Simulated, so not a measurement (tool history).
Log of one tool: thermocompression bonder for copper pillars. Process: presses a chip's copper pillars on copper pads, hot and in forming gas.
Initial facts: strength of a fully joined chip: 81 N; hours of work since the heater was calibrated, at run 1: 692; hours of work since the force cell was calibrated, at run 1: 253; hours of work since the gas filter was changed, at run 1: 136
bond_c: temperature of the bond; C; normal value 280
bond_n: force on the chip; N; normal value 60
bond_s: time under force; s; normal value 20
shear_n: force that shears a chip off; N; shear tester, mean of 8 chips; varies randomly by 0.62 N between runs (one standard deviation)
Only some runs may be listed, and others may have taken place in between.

run,hour,bond_c,bond_n,bond_s,hours of work since the heater was calibrated,hours of work since the force cell was calibrated,hours of work since the gas filter was changed,shear_n
1,0,280,60,20,692,253,136,49.6
2,9.2,280,60,13,696,257,140,41.4
3,17.9,280,60,13,700,261,144,41.4
4,25.3,280,60,13,703,264,147,42.4
5,41.9,280,60,13,710,272,155,43.3
6,49.9,280,60,20,714,275,158,48.4
# hour 54.3: forming gas filter changed
7,66.8,280,41,20,722,283,6,36.9
8,76.7,280,41,20,726,287,10,36.3
9,92.8,280,86,38,733,295,17,69
10,110.8,280,86,38,741,303,26,69.5
11,129,263,60,23,750,311,34,43.9
12,140.6,287,60,48,755,316,39,62.5

3 options for the next run, each taken on its own from the tool as it stands now. Forecast them:
A,150.9,280,60,16,760,321,44,?
B,150.9,287,49,27,760,321,44,?
C,150.9,280,60,13,760,321,44,?

run,shear_n
A,45
B,48.4
C,42.1
The same runs, with their run-to-run variation unchanged, on a tool lacking any hidden condition would have given:
run,shear_n
A,44.8
B,48.3
C,41.9
